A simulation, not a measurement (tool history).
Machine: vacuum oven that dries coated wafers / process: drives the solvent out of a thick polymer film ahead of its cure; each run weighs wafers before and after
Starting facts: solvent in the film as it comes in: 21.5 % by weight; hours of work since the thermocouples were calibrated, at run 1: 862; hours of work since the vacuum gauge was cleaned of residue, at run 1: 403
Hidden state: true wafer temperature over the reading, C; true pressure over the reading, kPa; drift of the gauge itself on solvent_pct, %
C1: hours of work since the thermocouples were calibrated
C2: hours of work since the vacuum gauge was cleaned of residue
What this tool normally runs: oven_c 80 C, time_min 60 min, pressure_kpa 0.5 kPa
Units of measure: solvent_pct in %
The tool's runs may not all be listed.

Run 1, day 0: usual settings; C1 862; C2 403. Result: solvent_pct 1.95 %.
Run 2, day 1.079: usual settings; C1 875; C2 416. Result: solvent_pct 1.79 %.
Run 3, day 2.704: usual settings but oven_c 87 C; C1 894; C2 436. Result: solvent_pct 1.17 %.
Run 4, day 3.896: usual settings but pressure_kpa 0.897 kPa; C1 908; C2 450. Result: solvent_pct 2.3 %.
Run 5, day 5.296: usual settings but time_min 85 min, pressure_kpa 0.897 kPa; C1 925; C2 467. Result: solvent_pct 1.95 %.
Run 6, day 6.562: usual settings but oven_c 67 C; C1 940; C2 482. Result: solvent_pct 5.21 %.
Run 7, day 7.354: usual settings but oven_c 67 C; C1 950; C2 491. Result: solvent_pct 5.19 %.
Run 8, day 8.271: usual settings but oven_c 67 C; C1 961; C2 502. Result: solvent_pct 5.14 %.
Run 9, day 9.838: usual settings; C1 979; C2 521. Result: solvent_pct 1.96 %.
Run 10, day 11.158: usual settings but oven_c 82 C; C1 995; C2 537. Result: solvent_pct 1.61 %.
Run 11, day 12.033: usual settings but oven_c 82 C; C1 1006; C2 547. Result: solvent_pct 1.63 %.
Run 12, day 12.8: usual settings but pressure_kpa 1.059 kPa; C1 1015; C2 556. Result: solvent_pct 2.77 %.
Run 13, day 13.629: usual settings but oven_c 73 C, time_min 35 min, pressure_kpa 0.274 kPa; C1 1025; C2 566. Result: solvent_pct 5.92 %.
Run 14, day 14.367: usual settings but oven_c 75 C, time_min 84 min, pressure_kpa 0.378 kPa; C1 1033; C2 575. Result: solvent_pct 1.86 %.
At day 14.583: oven's thermocouples calibrated.
Run 15, day 15.421: usual settings but oven_c 85 C, time_min 32 min; C1 10; C2 586. Result: solvent_pct 3.33 %.
Run 16, day 16.554: usual settings but time_min 30 min; C1 24; C2 600. Result: solvent_pct 5.04 %.
Run 17, day 18.038: usual settings but time_min 30 min; C1 41; C2 618. Result: solvent_pct 4.93 %.
Run 18, day 19.5: usual settings but oven_c 79 C, time_min 39 min, pressure_kpa 1.004 kPa; C1 59; C2 635. Result: solvent_pct 4.62 %.
Run 19, day 20.35: usual settings but oven_c 73 C, time_min 35 min, pressure_kpa 1.417 kPa; C1 69; C2 645. Result: solvent_pct 7.77 %.
At day 20.871: oven's thermocouples calibrated, once more.
Run 20, day 21.446: usual settings but oven_c 73 C, time_min 35 min, pressure_kpa 1.417 kPa; C1 7; C2 657. Result: solvent_pct 7.67 %.

The next listed run, before its measurement:
Run 21, day 22.625: usual settings but oven_c 73 C, time_min 35 min, pressure_kpa 1.417 kPa; C1 21; C2 671. Result: solvent_pct ?.

{"run 21": {"solvent_pct": 7.54}}
With the hidden condition absent and the run-to-run variation left alone, this run would have shown solvent_pct 7.06 %.

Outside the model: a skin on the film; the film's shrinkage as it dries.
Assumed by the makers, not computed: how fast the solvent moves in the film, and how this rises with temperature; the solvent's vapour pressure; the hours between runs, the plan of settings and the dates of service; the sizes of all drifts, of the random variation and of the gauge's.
